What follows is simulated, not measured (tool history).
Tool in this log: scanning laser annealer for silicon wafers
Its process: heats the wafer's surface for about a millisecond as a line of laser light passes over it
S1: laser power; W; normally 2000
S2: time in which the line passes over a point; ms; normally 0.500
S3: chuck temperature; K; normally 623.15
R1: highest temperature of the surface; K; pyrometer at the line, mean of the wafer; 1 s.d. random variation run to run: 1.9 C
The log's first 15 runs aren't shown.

run    hour    S1     S2      S3       R1
 16  1075.0  2000  0.500  623.15  1387.15
 17  1162.9  2000  0.500  623.15  1385.15
 18  1213.3  2000  0.500  623.15  1383.15
 19  1263.5  2000  0.500  623.15  1378.15
 20  1350.3  2061  0.500  645.15  1428.15
 21  1394.6  2061  0.500  645.15  1425.15
 22  1447.8  2000  0.500  660.15  1404.15
 23  1513.6  1940  0.593  624.15  1407.15
 24  1594.8  1787  0.542  646.15  1311.15
 25  1677.4  2075  0.500  623.15  1395.15
 26  1728.6  2075  0.500  623.15  1395.15
 27  1780.6  1853  0.375  598.15  1159.15
 28  1851.0  1994  0.388  604.15  1233.15
 29  1901.1  1994  0.388  604.15  1233.15
     1950.3  -- window over the wafer cleaned
 30  1950.3  1745  0.371  609.15  1153.15
 31  2015.4  2000  0.500  610.15  1380.15
     2063.5  -- optics aligned, line set to its width
 32  2076.5  2000  0.500  610.15  1397.15
 33  2159.4  2000  0.500  610.15  1390.15
 34  2226.2  1953  0.362  649.15  1279.15
 35  2265.8  2000  0.470  607.15  1357.15
 36  2337.4  2000  0.470  607.15  1352.15
 37  2386.1  1863  0.547  639.15  1378.15

5 ways to go on from here, each from the tool as it stands after run 37. What would each give?
  A  2464.7  2000  0.516  623.15   ?
  B  2464.7  1853  0.547  602.15   ?
  C  2464.7  2188  0.385  633.15   ?
  D  2464.7  2095  0.376  642.15   ?
  E  2464.7  1951  0.547  639.15   ?

run       R1
  A  1400.15
  B  1327.15
  C  1381.15
  D  1340.15
  E  1420.15
What these runs would have given with no unlogged condition in the tool:
run       R1
  A  1412.15
  B  1338.15
  C  1392.15
  D  1351.15
  E  1432.15
